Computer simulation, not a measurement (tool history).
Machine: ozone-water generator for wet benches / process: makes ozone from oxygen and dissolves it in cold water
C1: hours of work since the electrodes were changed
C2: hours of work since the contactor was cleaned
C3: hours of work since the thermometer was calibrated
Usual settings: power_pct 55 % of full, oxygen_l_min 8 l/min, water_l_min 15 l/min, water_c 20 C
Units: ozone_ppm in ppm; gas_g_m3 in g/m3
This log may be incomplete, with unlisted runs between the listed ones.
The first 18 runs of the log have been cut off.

Run 19, hour 383.6: usual settings but power_pct 70 % of full, water_c 19 C; C1 884; C2 3200; C3 3834. Result: ozone_ppm 34.8 ppm, gas_g_m3 220.9 g/m3.
Run 20, hour 396.4: usual settings but oxygen_l_min 6.38 l/min, water_l_min 16 l/min, water_c 13 C; C1 893; C2 3209; C3 3844. Result: ozone_ppm 34.1 ppm, gas_g_m3 222.5 g/m3.
Run 21, hour 421.3: usual settings but oxygen_l_min 10.85 l/min, water_l_min 23 l/min, water_c 17 C; C1 912; C2 3228; C3 3862. Result: ozone_ppm 21.3 ppm, gas_g_m3 156.6 g/m3.
Run 22, hour 439.4: usual settings but power_pct 60 % of full, oxygen_l_min 5.17 l/min, water_l_min 19 l/min, water_c 15 C; C1 926; C2 3242; C3 3876. Result: ozone_ppm 30.8 ppm, gas_g_m3 273 g/m3.
Run 23, hour 464.7: usual settings but power_pct 60 % of full, oxygen_l_min 5.17 l/min, water_l_min 19 l/min, water_c 15 C; C1 945; C2 3261; C3 3895. Result: ozone_ppm 30.8 ppm, gas_g_m3 270 g/m3.
Run 24, hour 478.2: usual settings but power_pct 44 % of full, water_l_min 14 l/min, water_c 15 C; C1 955; C2 3271; C3 3905. Result: ozone_ppm 30.2 ppm, gas_g_m3 170.5 g/m3.
Run 25, hour 504.3: usual settings but power_pct 44 % of full, water_l_min 14 l/min, water_c 15 C; C1 975; C2 3291; C3 3925. Result: ozone_ppm 30.1 ppm, gas_g_m3 169.4 g/m3.
Run 26, hour 533.1: usual settings but power_pct 44 % of full, water_l_min 14 l/min, water_c 15 C; C1 996; C2 3312; C3 3947. Result: ozone_ppm 29.7 ppm, gas_g_m3 169.8 g/m3.
Run 27, hour 558.1: usual settings but power_pct 44 % of full, oxygen_l_min 6.49 l/min, water_l_min 24 l/min, water_c 15 C; C1 1015; C2 3331; C3 3966. Result: ozone_ppm 19.9 ppm, gas_g_m3 195.1 g/m3.
Run 28, hour 575.1: usual settings but power_pct 57 % of full, water_c 18 C; C1 1028; C2 3344; C3 3978. Result: ozone_ppm 31.8 ppm, gas_g_m3 199.5 g/m3.
Run 29, hour 601.5: usual settings but power_pct 67 % of full, oxygen_l_min 4.46 l/min, water_l_min 12 l/min, water_c 13 C; C1 1048; C2 3364; C3 3998. Result: ozone_ppm 50.5 ppm, gas_g_m3 320 g/m3.
Run 30, hour 621.4: usual settings but power_pct 67 % of full, oxygen_l_min 4.46 l/min, water_l_min 21 l/min, water_c 22 C; C1 1063; C2 3379; C3 4013. Result: ozone_ppm 27.7 ppm, gas_g_m3 321.7 g/m3.
Run 31, hour 636.7: usual settings but power_pct 67 % of full, oxygen_l_min 4.46 l/min, water_l_min 21 l/min, water_c 22 C; C1 1075; C2 3390; C3 4025. Result: ozone_ppm 27.5 ppm, gas_g_m3 326.1 g/m3.
Run 32, hour 666: usual settings but power_pct 67 % of full, oxygen_l_min 4.46 l/min, water_l_min 21 l/min, water_c 22 C; C1 1097; C2 3413; C3 4047. Result: ozone_ppm 27.4 ppm, gas_g_m3 321.8 g/m3.

4 ways to go on from here, each from the tool as it stands after run 32. What would each give?
Run A, hour 685.4: usual settings but power_pct 84 % of full, oxygen_l_min 4.46 l/min, water_l_min 21 l/min, water_c 22 C; C1 1111; C2 3427; C3 4062. Result: ozone_ppm ?, gas_g_m3 ?.
Run B, hour 685.4: usual settings but power_pct 76 % of full, water_l_min 10 l/min, water_c 19 C; C1 1111; C2 3427; C3 4062. Result: ozone_ppm ?, gas_g_m3 ?.
Run C, hour 685.4: usual settings but power_pct 67 % of full, oxygen_l_min 4.83 l/min, water_l_min 21 l/min, water_c 15 C; C1 1111; C2 3427; C3 4062. Result: ozone_ppm ?, gas_g_m3 ?.
Run D, hour 685.4: usual settings but power_pct 67 % of full, oxygen_l_min 8.88 l/min, water_l_min 21 l/min, water_c 22 C; C1 1111; C2 3427; C3 4062. Result: ozone_ppm ?, gas_g_m3 ?.

run  ozone_ppm  gas_g_m3
  A       31.8     375.8
  B       46.3     236.8
  C         30     306.9
  D       24.6     206.6
Had the tool no hidden state, the same runs would have come out as:
run  ozone_ppm  gas_g_m3
  A       31.8     366.9
  B       46.3     231.1
  C         30     299.6
  D       24.6     201.7
